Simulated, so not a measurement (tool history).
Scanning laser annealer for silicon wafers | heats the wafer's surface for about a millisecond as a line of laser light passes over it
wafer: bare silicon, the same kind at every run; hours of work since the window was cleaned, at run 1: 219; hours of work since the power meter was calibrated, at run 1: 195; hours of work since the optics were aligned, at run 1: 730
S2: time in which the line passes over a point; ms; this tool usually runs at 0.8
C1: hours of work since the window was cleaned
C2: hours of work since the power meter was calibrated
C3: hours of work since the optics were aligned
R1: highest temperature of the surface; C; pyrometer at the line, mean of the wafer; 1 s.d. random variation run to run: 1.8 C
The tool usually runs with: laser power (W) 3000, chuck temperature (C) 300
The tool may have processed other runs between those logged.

Run 1, day 0: usual settings; C1 219; C2 195; C3 730. Result: R1 1043 C.
Run 2, day 0.75: usual settings; C1 231; C2 207; C3 742. Result: R1 1042 C.
Run 3, day 1.454: usual settings; C1 242; C2 218; C3 753. Result: R1 1040 C.
Run 4, day 2.508: usual settings but laser power (W) 3249; C1 259; C2 235; C3 769. Result: R1 1111 C.
Run 5, day 3.233: usual settings but laser power (W) 3099; C1 270; C2 246; C3 781. Result: R1 1070 C.
Run 6, day 3.917: usual settings but laser power (W) 3256, S2 0.622 ms, chuck temperature (C) 295; C1 281; C2 257; C3 792. Result: R1 1028 C.
Run 7, day 4.417: usual settings but laser power (W) 2785, S2 0.622 ms, chuck temperature (C) 270; C1 289; C2 265; C3 800. Result: R1 884 C.
Run 8, day 5.312: usual settings but chuck temperature (C) 337; C1 303; C2 279; C3 814. Result: R1 1080 C.
Run 9, day 6: usual settings but laser power (W) 3255, S2 0.639 ms, chuck temperature (C) 264; C1 314; C2 290; C3 825. Result: R1 1006 C.
Run 10, day 6.533: usual settings but laser power (W) 2761, S2 0.699 ms, chuck temperature (C) 303; C1 322; C2 299; C3 833. Result: R1 941 C.

3 options for the next run, each taken on its own from the tool as it stands now. Forecast them:
Run A, day 7.508: usual settings but S2 0.885 ms; C1 338; C2 314; C3 849. Result: R1 ?.
Run B, day 7.508: usual settings but laser power (W) 2623, S2 0.675 ms, chuck temperature (C) 290; C1 338; C2 314; C3 849. Result: R1 ?.
Run C, day 7.508: usual settings but laser power (W) 2761, S2 0.699 ms, chuck temperature (C) 290; C1 338; C2 314; C3 849. Result: R1 ?.

run    R1
  A  1075
  B   887
  C   930
Take away the tool's hidden state, keep each run's random variation, and the runs would have read:
run    R1
  A  1075
  B   887
  C   930
